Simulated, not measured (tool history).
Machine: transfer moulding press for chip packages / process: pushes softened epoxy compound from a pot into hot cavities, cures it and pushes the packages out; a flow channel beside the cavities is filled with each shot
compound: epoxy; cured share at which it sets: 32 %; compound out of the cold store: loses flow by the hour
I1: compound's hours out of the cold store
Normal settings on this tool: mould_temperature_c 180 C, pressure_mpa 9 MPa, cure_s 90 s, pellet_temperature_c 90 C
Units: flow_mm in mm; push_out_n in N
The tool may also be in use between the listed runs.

run 1 hour=0 | mould_temperature_c=180 pressure_mpa=9 cure_s=90 pellet_temperature_c=90 | I1=9.4 | flow_mm=519 push_out_n=304
run 2 hour=8.4 | mould_temperature_c=180 pressure_mpa=9 cure_s=90 pellet_temperature_c=90 | I1=47.7 | flow_mm=445 push_out_n=323
run 3 hour=16.8 | mould_temperature_c=180 pressure_mpa=9 cure_s=90 pellet_temperature_c=90 | I1=41.9 | flow_mm=456 push_out_n=367
run 4 hour=24.1 | mould_temperature_c=180 pressure_mpa=8.94 cure_s=90 pellet_temperature_c=90 | I1=33.2 | flow_mm=465 push_out_n=395
run 5 hour=30.5 | mould_temperature_c=180 pressure_mpa=8.94 cure_s=90 pellet_temperature_c=90 | I1=26.9 | flow_mm=479 push_out_n=415
run 6 hour=40.1 | mould_temperature_c=180 pressure_mpa=8.94 cure_s=90 pellet_temperature_c=90 | I1=41.4 | flow_mm=449 push_out_n=452
run 7 hour=48.2 | mould_temperature_c=180 pressure_mpa=9 cure_s=90 pellet_temperature_c=90 | I1=45.2 | flow_mm=443 push_out_n=471
run 8 hour=56.4 | mould_temperature_c=181 pressure_mpa=9 cure_s=121 pellet_temperature_c=99 | I1=44 | flow_mm=444 push_out_n=435
-- hour=64.7 plunger's sealing rings changed
run 9 hour=65.6 | mould_temperature_c=185 pressure_mpa=9 cure_s=103 pellet_temperature_c=99 | I1=32.9 | flow_mm=488 push_out_n=449
run 10 hour=73.2 | mould_temperature_c=185 pressure_mpa=8.37 cure_s=94 pellet_temperature_c=99 | I1=45.5 | flow_mm=452 push_out_n=475
run 11 hour=82.9 | mould_temperature_c=180 pressure_mpa=9 cure_s=90 pellet_temperature_c=95 | I1=34.8 | flow_mm=493 push_out_n=522
-- hour=90.7 cavities cleaned with cleaning compound and waxed
run 12 hour=91.3 | mould_temperature_c=177 pressure_mpa=10.31 cure_s=128 pellet_temperature_c=90 | I1=36.1 | flow_mm=521 push_out_n=253
run 13 hour=98.7 | mould_temperature_c=180 pressure_mpa=10.08 cure_s=90 pellet_temperature_c=87 | I1=47.6 | flow_mm=494 push_out_n=316

Each row is a separate what-if for the run after 13, all from the same tool condition, not one after another. Results?
run A hour=105.3 | mould_temperature_c=180 pressure_mpa=9.4 cure_s=108 pellet_temperature_c=90 | I1=30.6 | flow_mm=? push_out_n=?
run B hour=105.3 | mould_temperature_c=187 pressure_mpa=8.86 cure_s=90 pellet_temperature_c=86 | I1=41.7 | flow_mm=? push_out_n=?
run C hour=105.3 | mould_temperature_c=180 pressure_mpa=9.2 cure_s=90 pellet_temperature_c=87 | I1=15.5 | flow_mm=? push_out_n=?
run D hour=105.3 | mould_temperature_c=180 pressure_mpa=9 cure_s=90 pellet_temperature_c=93 | I1=11.7 | flow_mm=? push_out_n=?
run E hour=105.3 | mould_temperature_c=173 pressure_mpa=6.99 cure_s=90 pellet_temperature_c=87 | I1=42.6 | flow_mm=? push_out_n=?

run=A flow_mm=510 push_out_n=316
run=B flow_mm=470 push_out_n=320
run=C flow_mm=534 push_out_n=378
run=D flow_mm=536 push_out_n=365
run=E flow_mm=429 push_out_n=468
Take away the tool's hidden state, keep each run's random variation, and the runs would have read:
run=A flow_mm=514 push_out_n=252
run=B flow_mm=473 push_out_n=256
run=C flow_mm=539 push_out_n=304
run=D flow_mm=541 push_out_n=295
run=E flow_mm=432 push_out_n=380

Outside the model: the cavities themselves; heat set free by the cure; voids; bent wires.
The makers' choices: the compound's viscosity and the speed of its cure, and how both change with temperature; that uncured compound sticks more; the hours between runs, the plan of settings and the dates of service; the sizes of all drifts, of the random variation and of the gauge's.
